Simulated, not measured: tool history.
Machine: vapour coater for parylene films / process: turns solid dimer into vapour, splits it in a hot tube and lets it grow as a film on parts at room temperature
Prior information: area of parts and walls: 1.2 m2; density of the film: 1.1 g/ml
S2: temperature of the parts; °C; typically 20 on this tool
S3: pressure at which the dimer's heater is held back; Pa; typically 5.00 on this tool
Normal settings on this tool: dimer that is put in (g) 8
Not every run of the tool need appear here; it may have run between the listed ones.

run 1 hour=0.0 | dimer_that_is_put_in_(g)=8 S2=20 S3=5.00 | thickness_of_the_film_(µm)=3.65
run 2 hour=38.6 | dimer_that_is_put_in_(g)=8 S2=20 S3=5.00 | thickness_of_the_film_(µm)=3.61
run 3 hour=99.4 | dimer_that_is_put_in_(g)=8 S2=20 S3=5.00 | thickness_of_the_film_(µm)=3.63
run 4 hour=138.8 | dimer_that_is_put_in_(g)=8 S2=20 S3=5.00 | thickness_of_the_film_(µm)=3.60
run 5 hour=192.0 | dimer_that_is_put_in_(g)=8 S2=20 S3=5.00 | thickness_of_the_film_(µm)=3.59
run 6 hour=259.4 | dimer_that_is_put_in_(g)=11 S2=20 S3=5.00 | thickness_of_the_film_(µm)=4.91
run 7 hour=321.5 | dimer_that_is_put_in_(g)=11 S2=20 S3=5.00 | thickness_of_the_film_(µm)=4.94
run 8 hour=376.0 | dimer_that_is_put_in_(g)=4 S2=20 S3=5.00 | thickness_of_the_film_(µm)=1.79
run 9 hour=450.1 | dimer_that_is_put_in_(g)=4 S2=20 S3=5.00 | thickness_of_the_film_(µm)=1.78
run 10 hour=504.6 | dimer_that_is_put_in_(g)=8 S2=20 S3=5.00 | thickness_of_the_film_(µm)=3.55
run 11 hour=552.8 | dimer_that_is_put_in_(g)=8 S2=20 S3=5.00 | thickness_of_the_film_(µm)=3.54
run 12 hour=601.6 | dimer_that_is_put_in_(g)=8 S2=20 S3=5.00 | thickness_of_the_film_(µm)=3.52
run 13 hour=659.9 | dimer_that_is_put_in_(g)=6 S2=20 S3=5.00 | thickness_of_the_film_(µm)=2.63
-- hour=709.5 trap's valve overhauled
run 14 hour=715.2 | dimer_that_is_put_in_(g)=6 S2=20 S3=5.00 | thickness_of_the_film_(µm)=2.83
run 15 hour=777.3 | dimer_that_is_put_in_(g)=6 S2=20 S3=5.00 | thickness_of_the_film_(µm)=2.80
run 16 hour=850.3 | dimer_that_is_put_in_(g)=14 S2=20 S3=5.00 | thickness_of_the_film_(µm)=6.54
run 17 hour=903.4 | dimer_that_is_put_in_(g)=8 S2=17 S3=5.00 | thickness_of_the_film_(µm)=4.18
run 18 hour=934.8 | dimer_that_is_put_in_(g)=8 S2=20 S3=5.00 | thickness_of_the_film_(µm)=3.72
run 19 hour=996.5 | dimer_that_is_put_in_(g)=8 S2=20 S3=5.00 | thickness_of_the_film_(µm)=3.69
run 20 hour=1029.0 | dimer_that_is_put_in_(g)=8 S2=20 S3=5.00 | thickness_of_the_film_(µm)=3.69
run 21 hour=1063.0 | dimer_that_is_put_in_(g)=8 S2=20 S3=5.00 | thickness_of_the_film_(µm)=3.71
run 22 hour=1118.9 | dimer_that_is_put_in_(g)=8 S2=20 S3=5.00 | thickness_of_the_film_(µm)=3.66
run 23 hour=1183.7 | dimer_that_is_put_in_(g)=5 S2=20 S3=5.00 | thickness_of_the_film_(µm)=2.28
run 24 hour=1236.2 | dimer_that_is_put_in_(g)=5 S2=20 S3=8.10 | thickness_of_the_film_(µm)=2.04
run 25 hour=1292.4 | dimer_that_is_put_in_(g)=8 S2=24 S3=8.37 | thickness_of_the_film_(µm)=2.73
run 26 hour=1338.9 | dimer_that_is_put_in_(g)=12 S2=14 S3=3.27 | thickness_of_the_film_(µm)=7.64
run 27 hour=1404.7 | dimer_that_is_put_in_(g)=12 S2=14 S3=3.27 | thickness_of_the_film_(µm)=7.63
run 28 hour=1435.7 | dimer_that_is_put_in_(g)=12 S2=22 S3=3.28 | thickness_of_the_film_(µm)=5.58
-- hour=1467.9 trap's valve overhauled
-- hour=1482.9 table's thermometer calibrated
run 29 hour=1507.8 | dimer_that_is_put_in_(g)=12 S2=22 S3=3.28 | thickness_of_the_film_(µm)=5.63
run 30 hour=1582.3 | dimer_that_is_put_in_(g)=9 S2=15 S3=3.51 | thickness_of_the_film_(µm)=5.44
run 31 hour=1639.9 | dimer_that_is_put_in_(g)=4 S2=20 S3=6.41 | thickness_of_the_film_(µm)=1.70
run 32 hour=1693.4 | dimer_that_is_put_in_(g)=4 S2=20 S3=6.28 | thickness_of_the_film_(µm)=1.71
run 33 hour=1723.4 | dimer_that_is_put_in_(g)=4 S2=20 S3=6.28 | thickness_of_the_film_(µm)=1.72
run 34 hour=1793.0 | dimer_that_is_put_in_(g)=4 S2=23 S3=4.54 | thickness_of_the_film_(µm)=1.64
run 35 hour=1852.0 | dimer_that_is_put_in_(g)=10 S2=17 S3=3.57 | thickness_of_the_film_(µm)=5.46
run 36 hour=1921.5 | dimer_that_is_put_in_(g)=5 S2=24 S3=6.44 | thickness_of_the_film_(µm)=1.80
run 37 hour=1957.7 | dimer_that_is_put_in_(g)=9 S2=18 S3=4.45 | thickness_of_the_film_(µm)=4.44
run 38 hour=2007.3 | dimer_that_is_put_in_(g)=9 S2=31 S3=9.28 | thickness_of_the_film_(µm)=2.23
run 39 hour=2043.2 | dimer_that_is_put_in_(g)=4 S2=21 S3=6.47 | thickness_of_the_film_(µm)=1.60
run 40 hour=2116.3 | dimer_that_is_put_in_(g)=4 S2=21 S3=6.47 | thickness_of_the_film_(µm)=1.60
run 41 hour=2166.2 | dimer_that_is_put_in_(g)=8 S2=20 S3=8.27 | thickness_of_the_film_(µm)=3.12
-- hour=2230.3 trap's valve overhauled
run 42 hour=2232.0 | dimer_that_is_put_in_(g)=10 S2=32 S3=5.00 | thickness_of_the_film_(µm)=2.95
run 43 hour=2275.0 | dimer_that_is_put_in_(g)=10 S2=32 S3=5.00 | thickness_of_the_film_(µm)=2.92
run 44 hour=2315.2 | dimer_that_is_put_in_(g)=5 S2=13 S3=3.26 | thickness_of_the_film_(µm)=3.42
run 45 hour=2368.6 | dimer_that_is_put_in_(g)=7 S2=13 S3=3.26 | thickness_of_the_film_(µm)=4.80
run 46 hour=2415.7 | dimer_that_is_put_in_(g)=13 S2=24 S3=2.46 | thickness_of_the_film_(µm)=6.18

Alternative continuations, all from the tool just after run 46; predict every row:
run A hour=2453.8 | dimer_that_is_put_in_(g)=8 S2=23 S3=5.00 | thickness_of_the_film_(µm)=?
run B hour=2453.8 | dimer_that_is_put_in_(g)=8 S2=20 S3=2.46 | thickness_of_the_film_(µm)=?
run C hour=2453.8 | dimer_that_is_put_in_(g)=6 S2=15 S3=3.56 | thickness_of_the_film_(µm)=?
run D hour=2453.8 | dimer_that_is_put_in_(g)=8 S2=31 S3=2.14 | thickness_of_the_film_(µm)=?
run E hour=2453.8 | dimer_that_is_put_in_(g)=7 S2=20 S3=5.48 | thickness_of_the_film_(µm)=?

run=A thickness_of_the_film_(µm)=3.30
run=B thickness_of_the_film_(µm)=4.40
run=C thickness_of_the_film_(µm)=3.69
run=D thickness_of_the_film_(µm)=2.97
run=E thickness_of_the_film_(µm)=3.20
Stripped of hidden state, with their random variation kept, the same runs would have yielded:
run=A thickness_of_the_film_(µm)=3.27
run=B thickness_of_the_film_(µm)=4.35
run=C thickness_of_the_film_(µm)=3.65
run=D thickness_of_the_film_(µm)=2.94
run=E thickness_of_the_film_(µm)=3.16
